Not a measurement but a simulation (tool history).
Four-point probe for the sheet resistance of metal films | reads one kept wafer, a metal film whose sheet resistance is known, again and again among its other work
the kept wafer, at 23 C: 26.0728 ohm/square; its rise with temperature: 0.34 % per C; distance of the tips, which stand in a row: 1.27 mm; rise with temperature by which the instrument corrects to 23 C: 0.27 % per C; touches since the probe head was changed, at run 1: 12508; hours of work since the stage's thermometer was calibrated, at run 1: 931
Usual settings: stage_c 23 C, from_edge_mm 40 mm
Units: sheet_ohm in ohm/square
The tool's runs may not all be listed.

run	hour	stage_c	from_edge_mm	touches since the probe head was changed	hours of work since the stage's thermometer was calibrated	sheet_ohm
1	0	23	40	12508	931	26.026029
2	33.7	23	40	13449	957	26.041702
3	57.6	25	40	14117	975	26.065473
4	91.4	28	40	15061	1001	26.126407
5	129.3	26	40	16118	1030	26.098366
6	154.1	23	40	16812	1050	26.043004
7	197.7	23	40	18030	1083	26.043328
8	218.8	23	40	18619	1099	26.038402
# hour 221.2: stage's thermometer calibrated
9	249.6	23	40	19464	22	26.0448
10	268.3	23	40	19987	36	26.035922
11	292.7	23	22	20667	55	26.093644
12	315.2	23	22	21296	73	26.084984
13	346	23	22	22156	96	26.080777
14	377.4	23	22	23033	120	26.087949
15	412.7	23	38	24021	148	26.054538
16	445.1	25	27	24923	173	26.105607
# hour 473.9: stage's thermometer calibrated, once more
17	488.9	31	44	26134	12	26.185343
18	528.2	18	10	27231	42	26.154365
19	554.1	20	8	27955	62	26.329224
20	589.5	21	12	28942	89	26.154219
21	615	21	12	29656	109	26.150205
22	654.2	30	12	30750	139	26.317537
23	675.8	33	11	31354	156	26.398761
24	701.8	32	6	32079	176	26.79848
25	745.8	32	6	33309	210	26.820823

Forecast each of these 3 alternatives for the next run:
A	776.9	18	60	34178	234	?
B	776.9	34	25	34178	234	?
C	776.9	26	40	34178	234	?

run	sheet_ohm
A	25.954781
B	26.274169
C	26.109393
Without the tool's hidden state the same runs would have given:
run	sheet_ohm
A	25.985225
B	26.304984
C	26.140017
